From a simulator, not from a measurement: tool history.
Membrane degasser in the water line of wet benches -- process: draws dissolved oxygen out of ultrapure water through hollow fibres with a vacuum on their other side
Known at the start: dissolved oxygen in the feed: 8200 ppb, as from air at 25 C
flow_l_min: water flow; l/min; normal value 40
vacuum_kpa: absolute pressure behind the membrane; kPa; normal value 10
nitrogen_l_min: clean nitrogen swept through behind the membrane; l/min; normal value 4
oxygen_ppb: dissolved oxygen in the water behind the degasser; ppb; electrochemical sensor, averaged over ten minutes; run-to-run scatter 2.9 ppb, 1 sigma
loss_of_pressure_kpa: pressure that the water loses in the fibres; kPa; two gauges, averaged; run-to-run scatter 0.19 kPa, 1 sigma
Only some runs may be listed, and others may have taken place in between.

run,hour,flow_l_min,vacuum_kpa,nitrogen_l_min,oxygen_ppb,loss_of_pressure_kpa
1,0,40,10,4,295.1,39.9
2,88.2,40,10,4,291.4,40.2
3,158.8,40,10,4,295.8,39.93
4,216.8,40,11.4,4,326.9,40.29
5,271.1,40,11.4,4,320.3,40.5
6,342.3,40,6.7,4,224.6,40.4
7,404.8,40,6.7,4,220.9,40.42
8,453.9,40,6.7,3.02,242.3,40.72
9,543,40,6.7,7.19,189.1,40.16
10,623.2,47,10,4,376.7,47.77
11,693.4,40,10,4,295,40.31
12,736.9,40,10,7.33,228.4,40.44
13,775.1,40,10,7.33,227.9,40.59
14,838.7,40,10,7.33,227.8,41.12
15,881.3,40,10,5.27,258.9,40.59
16,967.1,40,10,5.27,255,41.05
17,1004.4,38,13.6,4.77,310.4,38.87
18,1078.1,25,8.1,1.72,200.2,25.5
19,1126.1,35,12.3,3.72,297.5,35.49
20,1174.5,35,11.1,4,260.4,35.87
21,1262.2,40,23.2,4,576.1,40.77
22,1319.9,27,17.3,4,271.5,27.64
23,1397,25,10.6,2.01,246.8,25.73
24,1451.1,43,7.3,3.28,281.4,44.18
25,1524.3,54,7.3,10.19,320.2,54.87
26,1615.1,54,7.3,10.19,311,55.51
27,1697.2,30,23.3,6.23,290.9,30.63
28,1759.6,56,12.8,7.9,434.3,57.64
29,1811.8,56,12.8,7.9,436.6,57.22
30,1897.6,56,12.8,7.9,439.4,57.96
31,1986.4,26,11.8,1.7,333,26.63
32,2058.2,47,7,2,382.6,48.2

Branching from run 32: 3 alternative next runs. What would each branch give?
A,2101.6,47,19,3.25,?,?
B,2101.6,28,13.1,5.95,?,?
C,2101.6,42,10,5.84,?,?

run,oxygen_ppb,loss_of_pressure_kpa
A,684.2,48.29
B,167.1,29.07
C,268.9,43.39
With no hidden state in the tool, these same runs would have given:
run,oxygen_ppb,loss_of_pressure_kpa
A,683,46.98
B,166.6,28.29
C,267.9,42.22
